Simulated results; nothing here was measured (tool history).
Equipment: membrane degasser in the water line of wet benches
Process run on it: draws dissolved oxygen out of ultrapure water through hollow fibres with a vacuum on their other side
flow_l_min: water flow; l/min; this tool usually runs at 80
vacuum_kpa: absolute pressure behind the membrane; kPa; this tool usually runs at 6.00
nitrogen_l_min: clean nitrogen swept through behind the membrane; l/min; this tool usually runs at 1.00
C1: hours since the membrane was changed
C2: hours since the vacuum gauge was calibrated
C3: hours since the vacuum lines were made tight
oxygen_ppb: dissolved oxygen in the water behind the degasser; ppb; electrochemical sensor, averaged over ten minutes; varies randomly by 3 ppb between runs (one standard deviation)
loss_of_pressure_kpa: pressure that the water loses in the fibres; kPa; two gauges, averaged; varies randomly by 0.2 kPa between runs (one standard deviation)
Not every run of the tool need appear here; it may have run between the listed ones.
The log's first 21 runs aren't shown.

Run 22, hour 2823.7: usual settings but flow_l_min 100 l/min, vacuum_kpa 12.87 kPa, nitrogen_l_min 1.74 l/min; C1 10384; C2 3369; C3 2762. Result: oxygen_ppb 982.2 ppb, loss_of_pressure_kpa 57.18 kPa.
Run 23, hour 3001.1: usual settings but flow_l_min 94 l/min, vacuum_kpa 3.96 kPa, nitrogen_l_min 0.59 l/min; C1 10561; C2 3546; C3 2940. Result: oxygen_ppb 217.0 ppb, loss_of_pressure_kpa 53.66 kPa.
Run 24, hour 3087.1: usual settings but flow_l_min 59 l/min, vacuum_kpa 3.96 kPa, nitrogen_l_min 0.59 l/min; C1 10647; C2 3632; C3 3026. Result: oxygen_ppb 149.3 ppb, loss_of_pressure_kpa 33.82 kPa.
Run 25, hour 3258.0: usual settings but vacuum_kpa 10.01 kPa, nitrogen_l_min 0.86 l/min; C1 10818; C2 3803; C3 3197. Result: oxygen_ppb 961.5 ppb, loss_of_pressure_kpa 45.66 kPa.
Run 26, hour 3358.5: usual settings but flow_l_min 60 l/min, vacuum_kpa 8.47 kPa, nitrogen_l_min 1.37 l/min; C1 10919; C2 3904; C3 3297. Result: oxygen_ppb 464.9 ppb, loss_of_pressure_kpa 34.33 kPa.
Run 27, hour 3446.3: usual settings but flow_l_min 60 l/min, vacuum_kpa 8.47 kPa, nitrogen_l_min 1.37 l/min; C1 11006; C2 3991; C3 3385. Result: oxygen_ppb 466.4 ppb, loss_of_pressure_kpa 34.65 kPa.
Run 28, hour 3606.6: usual settings but flow_l_min 60 l/min, vacuum_kpa 8.47 kPa, nitrogen_l_min 0.82 l/min; C1 11167; C2 4152; C3 3545. Result: oxygen_ppb 654.8 ppb, loss_of_pressure_kpa 34.29 kPa.
Run 29, hour 3750.4: usual settings but flow_l_min 111 l/min, vacuum_kpa 13.95 kPa; C1 11311; C2 4295; C3 3689. Result: oxygen_ppb 1603.5 ppb, loss_of_pressure_kpa 63.85 kPa.
Run 30, hour 3926.5: usual settings but flow_l_min 111 l/min, vacuum_kpa 13.95 kPa; C1 11487; C2 4471; C3 3865. Result: oxygen_ppb 1600.2 ppb, loss_of_pressure_kpa 63.99 kPa.
Run 31, hour 4047.2: usual settings but flow_l_min 97 l/min; C1 11607; C2 4592; C3 3986. Result: oxygen_ppb 470.3 ppb, loss_of_pressure_kpa 55.68 kPa.
Run 32, hour 4207.9: usual settings but flow_l_min 88 l/min, vacuum_kpa 12.23 kPa, nitrogen_l_min 1.64 l/min; C1 11768; C2 4753; C3 4146. Result: oxygen_ppb 883.3 ppb, loss_of_pressure_kpa 50.91 kPa.
Run 33, hour 4336.4: usual settings but flow_l_min 88 l/min, vacuum_kpa 12.23 kPa, nitrogen_l_min 1.64 l/min; C1 11896; C2 4881; C3 4275. Result: oxygen_ppb 875.9 ppb, loss_of_pressure_kpa 50.89 kPa.

3 options for the next run, each taken on its own from the tool as it stands now. Forecast them:
Run A, hour 4513.3: usual settings but flow_l_min 88 l/min, vacuum_kpa 14.06 kPa, nitrogen_l_min 1.43 l/min; C1 12073; C2 5058; C3 4452. Result: oxygen_ppb ?, loss_of_pressure_kpa ?.
Run B, hour 4513.3: usual settings but flow_l_min 55 l/min, vacuum_kpa 12.23 kPa, nitrogen_l_min 0.43 l/min; C1 12073; C2 5058; C3 4452. Result: oxygen_ppb ?, loss_of_pressure_kpa ?.
Run C, hour 4513.3: usual settings but flow_l_min 123 l/min, vacuum_kpa 4.67 kPa, nitrogen_l_min 1.34 l/min; C1 12073; C2 5058; C3 4452. Result: oxygen_ppb ?, loss_of_pressure_kpa ?.

run  oxygen_ppb  loss_of_pressure_kpa
  A      1145.4                 50.59
  B      1472.5                 31.45
  C       302.9                 71.21
Had the tool no hidden state, the same runs would have come out as:
run  oxygen_ppb  loss_of_pressure_kpa
  A      1124.7                 47.83
  B      1458.5                 29.72
  C       266.9                 67.33
